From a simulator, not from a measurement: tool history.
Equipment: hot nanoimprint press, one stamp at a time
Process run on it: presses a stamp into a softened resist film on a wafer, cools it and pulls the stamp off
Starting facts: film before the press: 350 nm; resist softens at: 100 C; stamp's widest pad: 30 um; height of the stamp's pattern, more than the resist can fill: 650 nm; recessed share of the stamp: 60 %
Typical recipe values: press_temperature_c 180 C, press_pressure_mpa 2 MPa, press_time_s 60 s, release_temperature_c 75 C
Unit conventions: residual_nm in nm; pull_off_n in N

Run 1, hour 0: usual settings. Result: residual_nm 159.9 nm, pull_off_n 129 N.
Run 2, hour 16.8: usual settings. Result: residual_nm 160.9 nm, pull_off_n 126 N.
Run 3, hour 32.5: usual settings. Result: residual_nm 159.8 nm, pull_off_n 129 N.
Run 4, hour 66.8: usual settings. Result: residual_nm 160.9 nm, pull_off_n 129 N.
Run 5, hour 95.9: usual settings. Result: residual_nm 158.7 nm, pull_off_n 126 N.
Run 6, hour 128: usual settings but press_time_s 71 s. Result: residual_nm 151.2 nm, pull_off_n 127 N.
Run 7, hour 157.9: usual settings but press_time_s 71 s. Result: residual_nm 151.1 nm, pull_off_n 126 N.
Run 8, hour 172.6: usual settings but press_time_s 71 s. Result: residual_nm 151.4 nm, pull_off_n 127 N.
Run 9, hour 200.8: usual settings but press_time_s 71 s. Result: residual_nm 150.3 nm, pull_off_n 129 N.
Run 10, hour 229.1: usual settings but press_time_s 71 s. Result: residual_nm 151.3 nm, pull_off_n 127 N.
Run 11, hour 247.7: usual settings. Result: residual_nm 159.8 nm, pull_off_n 124 N.
Run 12, hour 275.3: usual settings. Result: residual_nm 159 nm, pull_off_n 129 N.
Run 13, hour 309.9: usual settings. Result: residual_nm 159 nm, pull_off_n 129 N.
Run 14, hour 327.8: usual settings but press_temperature_c 184 C. Result: residual_nm 145.2 nm, pull_off_n 127 N.
Run 15, hour 350.8: usual settings but press_temperature_c 184 C. Result: residual_nm 145 nm, pull_off_n 133 N.
At hour 373.9: plate thermocouple calibrated.
Run 16, hour 378.1: usual settings but press_temperature_c 184 C. Result: residual_nm 145.5 nm, pull_off_n 125 N.
At hour 395.3: stamp cleaned and given a new release coat.
Run 17, hour 405.5: usual settings but press_temperature_c 184 C. Result: residual_nm 144.5 nm, pull_off_n 124 N.
Run 18, hour 428.8: usual settings but press_temperature_c 184 C, press_pressure_mpa 2.8 MPa, press_time_s 94 s, release_temperature_c 81 C. Result: residual_nm 101.9 nm, pull_off_n 115 N.
Run 19, hour 452.3: usual settings but press_temperature_c 184 C, press_pressure_mpa 1.61 MPa, press_time_s 94 s, release_temperature_c 79 C. Result: residual_nm 140.8 nm, pull_off_n 121 N.
Run 20, hour 484.7: usual settings but press_time_s 95 s, release_temperature_c 60 C. Result: residual_nm 138 nm, pull_off_n 166 N.
Run 21, hour 501.4: usual settings but press_pressure_mpa 2.05 MPa, press_time_s 95 s, release_temperature_c 60 C. Result: residual_nm 135.1 nm, pull_off_n 154 N.
Run 22, hour 519.9: usual settings but press_pressure_mpa 2.58 MPa. Result: residual_nm 138.5 nm, pull_off_n 125 N.
Run 23, hour 539.5: usual settings but press_pressure_mpa 2.58 MPa. Result: residual_nm 138.5 nm, pull_off_n 127 N.
Run 24, hour 569.4: usual settings but press_pressure_mpa 2.58 MPa. Result: residual_nm 138.2 nm, pull_off_n 131 N.
Run 25, hour 591.4: usual settings but press_pressure_mpa 2.58 MPa, press_time_s 53 s, release_temperature_c 71 C. Result: residual_nm 143.8 nm, pull_off_n 129 N.
Run 26, hour 616.8: usual settings but press_pressure_mpa 2.98 MPa, press_time_s 67 s. Result: residual_nm 123.4 nm, pull_off_n 130 N.
Run 27, hour 648.7: usual settings but press_temperature_c 174 C, press_pressure_mpa 2.98 MPa, press_time_s 70 s, release_temperature_c 73 C. Result: residual_nm 142.2 nm, pull_off_n 129 N.
Run 28, hour 673.3: usual settings but press_temperature_c 174 C, press_pressure_mpa 1.94 MPa, press_time_s 70 s, release_temperature_c 78 C. Result: residual_nm 179.3 nm, pull_off_n 122 N.
Run 29, hour 708.1: usual settings but press_temperature_c 174 C, press_pressure_mpa 1.94 MPa, press_time_s 70 s, release_temperature_c 78 C. Result: residual_nm 179.9 nm, pull_off_n 120 N.
Run 30, hour 729.9: usual settings but press_temperature_c 174 C, press_pressure_mpa 2.41 MPa, press_time_s 70 s, release_temperature_c 78 C. Result: residual_nm 159.5 nm, pull_off_n 120 N.

Alternative continuations, all from the tool just after run 30; predict every row:
Run A, hour 761.6: usual settings but press_temperature_c 169 C, press_pressure_mpa 2.41 MPa, press_time_s 34 s, release_temperature_c 78 C. Result: residual_nm ?, pull_off_n ?.
Run B, hour 761.6: usual settings but press_temperature_c 183 C, press_pressure_mpa 2.41 MPa, press_time_s 70 s, release_temperature_c 61 C. Result: residual_nm ?, pull_off_n ?.
Run C, hour 761.6: usual settings but press_time_s 34 s, release_temperature_c 70 C. Result: residual_nm ?, pull_off_n ?.

run  residual_nm  pull_off_n
  A        224.6         123
  B        126.6         159
  C        189.4         137
Without the tool's hidden state the same runs would have given:
run  residual_nm  pull_off_n
  A        224.6         121
  B        126.6         157
  C        189.4         135
